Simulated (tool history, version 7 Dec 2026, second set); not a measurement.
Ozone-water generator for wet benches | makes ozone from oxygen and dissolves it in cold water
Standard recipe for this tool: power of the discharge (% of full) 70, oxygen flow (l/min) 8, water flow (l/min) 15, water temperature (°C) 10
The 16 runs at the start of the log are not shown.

| run | hour | power of the discharge (% of full) | oxygen flow (l/min) | water flow (l/min) | water temperature (°C) | hours of work since the electrodes were changed | hours of work since the contactor was cleaned | hours of work since the thermometer was calibrated | dissolved ozone (ppm) | ozone in the gas ahead of the water (g/m3) |
|---|---|---|---|---|---|---|---|---|---|---|
| 17 | 1723.9 | 70 | 11.48 | 15 | 10 | 2230 | 1201 | 1125 | 38.4 | 168.6 |
| 18 | 1846.9 | 73 | 4.55 | 10 | 13 | 2336 | 1306 | 1230 | 47.2 | 257.8 |
| 19 | 1949.4 | 70 | 8 | 14 | 6 | 2424 | 1394 | 1318 | 42.9 | 198.4 |
| 20 | 2016.2 | 70 | 8.28 | 15 | 10 | 2481 | 1451 | 1375 | 38 | 192.1 |
| 21 | 2082.8 | 70 | 6.22 | 15 | 10 | 2538 | 1508 | 1432 | 37.4 | 220 |
| 22 | 2164.4 | 80 | 8 | 15 | 18 | 2608 | 1578 | 1502 | 36.7 | 218.8 |
| 23 | 2245.1 | 70 | 12.41 | 15 | 10 | 2677 | 1648 | 1571 | 37.9 | 163 |
| 24 | 2332.8 | 70 | 12.41 | 15 | 10 | 2752 | 1723 | 1647 | 37.6 | 163.4 |
| 25 | 2462.1 | 70 | 4.57 | 15 | 5 | 2863 | 1834 | 1757 | 38.6 | 247 |
| 26 | 2592.3 | 70 | 4.57 | 15 | 5 | 2975 | 1945 | 1869 | 38.8 | 244.6 |
| 27 | 2705.4 | 70 | 4.57 | 15 | 5 | 3072 | 2042 | 1966 | 39.1 | 247.2 |
| 28 | 2818.9 | 87 | 6.35 | 18 | 17 | 3169 | 2139 | 2063 | 35.4 | 255.6 |
| 29 | 2889.5 | 49 | 6.35 | 12 | 17 | 3230 | 2200 | 2124 | 28.5 | 161.7 |
| 30 | 3028.9 | 58 | 6.35 | 12 | 17 | 3349 | 2319 | 2243 | 32.8 | 186.3 |
| 31 | 3101.2 | 54 | 8 | 19 | 10 | 3411 | 2381 | 2305 | 26.6 | 159.5 |
| 32 | 3239.1 | 56 | 7.94 | 15 | 8 | 3529 | 2500 | 2423 | 33.4 | 164 |

4 ways to go on from here, each from the tool as it stands after run 32. What would each give?
| A | 3349.2 | 88 | 10.35 | 15 | 8 | 3624 | 2594 | 2518 | ? | ? |
| B | 3349.2 | 56 | 8.8 | 15 | 14 | 3624 | 2594 | 2518 | ? | ? |
| C | 3349.2 | 56 | 7.94 | 15 | 6 | 3624 | 2594 | 2518 | ? | ? |
| D | 3349.2 | 76 | 9.45 | 13 | 8 | 3624 | 2594 | 2518 | ? | ? |

| run | dissolved ozone (ppm) | ozone in the gas ahead of the water (g/m3) |
|---|---|---|
| A | 47.6 | 212.6 |
| B | 29.8 | 156.1 |
| C | 34 | 164.5 |
| D | 46 | 195.7 |
With the hidden condition removed and each run's random variation left untouched, the same runs would have given:
| run | dissolved ozone (ppm) | ozone in the gas ahead of the water (g/m3) |
|---|---|---|
| A | 47.6 | 212.8 |
| B | 29.8 | 156.2 |
| C | 34.1 | 164.6 |
| D | 46 | 195.8 |
